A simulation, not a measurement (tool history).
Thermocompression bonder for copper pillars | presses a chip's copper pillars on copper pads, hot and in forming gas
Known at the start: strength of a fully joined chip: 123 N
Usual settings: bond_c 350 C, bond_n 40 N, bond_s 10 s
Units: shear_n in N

Run 1, day 0.000: usual settings. Result: shear_n 59.7 N.
Run 2, day 1.908: usual settings but bond_s 6 s. Result: shear_n 49.8 N.
Run 3, day 4.429: usual settings. Result: shear_n 58.1 N.
Run 4, day 6.067: usual settings but bond_n 48 N. Result: shear_n 68.1 N.
Run 5, day 8.529: usual settings. Result: shear_n 57.7 N.
Run 6, day 11.042: usual settings but bond_n 59 N. Result: shear_n 79.7 N.
Run 7, day 13.675: usual settings but bond_n 59 N. Result: shear_n 83.4 N.
Run 8, day 15.892: usual settings but bond_n 24 N. Result: shear_n 33.8 N.
Run 9, day 18.050: usual settings but bond_n 24 N. Result: shear_n 32.5 N.
Run 10, day 19.667: usual settings but bond_n 24 N. Result: shear_n 32.5 N.
Run 11, day 21.942: usual settings but bond_n 24 N. Result: shear_n 31.1 N.
Run 12, day 23.600: usual settings but bond_n 24 N. Result: shear_n 30.9 N.

Not shown: 1 entry that the log had between the listed runs. Between which runs, and how does the tool's hidden state differ before and after?
Between runs 6 and 7: forming gas filter changed (day 13.675)
  true temperature of the bond over the reading, C: -10.3 -> -10.7; force that reaches the chip, % of what is set: 96.4 -> 96.1; oxide that the forming gas leaves, % of the face: 6.71 -> 0.5
  measured less the result without the state, shear_n: -15.0 -> -10.1 N
